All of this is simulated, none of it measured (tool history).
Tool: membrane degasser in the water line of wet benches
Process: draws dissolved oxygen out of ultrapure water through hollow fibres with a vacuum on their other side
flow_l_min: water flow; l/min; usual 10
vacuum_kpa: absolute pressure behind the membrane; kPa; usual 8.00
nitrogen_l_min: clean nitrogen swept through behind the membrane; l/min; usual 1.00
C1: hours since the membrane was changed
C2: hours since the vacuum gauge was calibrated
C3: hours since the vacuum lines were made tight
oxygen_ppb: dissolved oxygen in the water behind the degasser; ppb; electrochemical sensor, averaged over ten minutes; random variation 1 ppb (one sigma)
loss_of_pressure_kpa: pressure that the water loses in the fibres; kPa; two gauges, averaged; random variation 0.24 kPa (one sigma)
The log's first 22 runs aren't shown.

run 23 hour=1227.2 | flow_l_min=13 vacuum_kpa=5.14 nitrogen_l_min=2.08 | C1=3992 C2=1092 C3=2783 | oxygen_ppb=65.7 loss_of_pressure_kpa=82.27
run 24 hour=1296.4 | flow_l_min=8 vacuum_kpa=11.08 nitrogen_l_min=2.08 | C1=4061 C2=1162 C3=2852 | oxygen_ppb=80.9 loss_of_pressure_kpa=50.89
run 25 hour=1357.2 | flow_l_min=8 vacuum_kpa=11.08 nitrogen_l_min=2.08 | C1=4122 C2=1222 C3=2913 | oxygen_ppb=81.2 loss_of_pressure_kpa=51.17
run 26 hour=1406.0 | flow_l_min=6 vacuum_kpa=14.51 nitrogen_l_min=1.00 | C1=4171 C2=1271 C3=2961 | oxygen_ppb=166.2 loss_of_pressure_kpa=38.35
run 27 hour=1450.5 | flow_l_min=6 vacuum_kpa=14.51 nitrogen_l_min=1.00 | C1=4215 C2=1316 C3=3006 | oxygen_ppb=166.7 loss_of_pressure_kpa=38.51
run 28 hour=1524.9 | flow_l_min=9 vacuum_kpa=8.00 nitrogen_l_min=1.00 | C1=4290 C2=1390 C3=3080 | oxygen_ppb=111.1 loss_of_pressure_kpa=57.27
run 29 hour=1580.8 | flow_l_min=9 vacuum_kpa=8.00 nitrogen_l_min=1.00 | C1=4346 C2=1446 C3=3136 | oxygen_ppb=114.1 loss_of_pressure_kpa=57.50
run 30 hour=1651.8 | flow_l_min=9 vacuum_kpa=8.00 nitrogen_l_min=1.00 | C1=4417 C2=1517 C3=3207 | oxygen_ppb=113.6 loss_of_pressure_kpa=57.35

5 ways to go on from here, each from the tool as it stands after run 30. What would each give?
run A hour=1710.4 | flow_l_min=11 vacuum_kpa=14.68 nitrogen_l_min=2.31 | C1=4475 C2=1576 C3=3266 | oxygen_ppb=? loss_of_pressure_kpa=?
run B hour=1710.4 | flow_l_min=9 vacuum_kpa=15.06 nitrogen_l_min=2.29 | C1=4475 C2=1576 C3=3266 | oxygen_ppb=? loss_of_pressure_kpa=?
run C hour=1710.4 | flow_l_min=9 vacuum_kpa=8.00 nitrogen_l_min=1.00 | C1=4475 C2=1576 C3=3266 | oxygen_ppb=? loss_of_pressure_kpa=?
run D hour=1710.4 | flow_l_min=10 vacuum_kpa=5.79 nitrogen_l_min=1.76 | C1=4475 C2=1576 C3=3266 | oxygen_ppb=? loss_of_pressure_kpa=?
run E hour=1710.4 | flow_l_min=10 vacuum_kpa=7.57 nitrogen_l_min=2.79 | C1=4475 C2=1576 C3=3266 | oxygen_ppb=? loss_of_pressure_kpa=?

run=A oxygen_ppb=155.1 loss_of_pressure_kpa=69.97
run=B oxygen_ppb=123.9 loss_of_pressure_kpa=57.30
run=C oxygen_ppb=110.8 loss_of_pressure_kpa=57.44
run=D oxygen_ppb=49.0 loss_of_pressure_kpa=63.93
run=E oxygen_ppb=52.1 loss_of_pressure_kpa=63.72
Without the tool's hidden state the same runs would have given:
run=A oxygen_ppb=150.2 loss_of_pressure_kpa=68.44
run=B oxygen_ppb=120.4 loss_of_pressure_kpa=56.04
run=C oxygen_ppb=106.9 loss_of_pressure_kpa=56.18
run=D oxygen_ppb=45.8 loss_of_pressure_kpa=62.53
run=E oxygen_ppb=49.2 loss_of_pressure_kpa=62.32
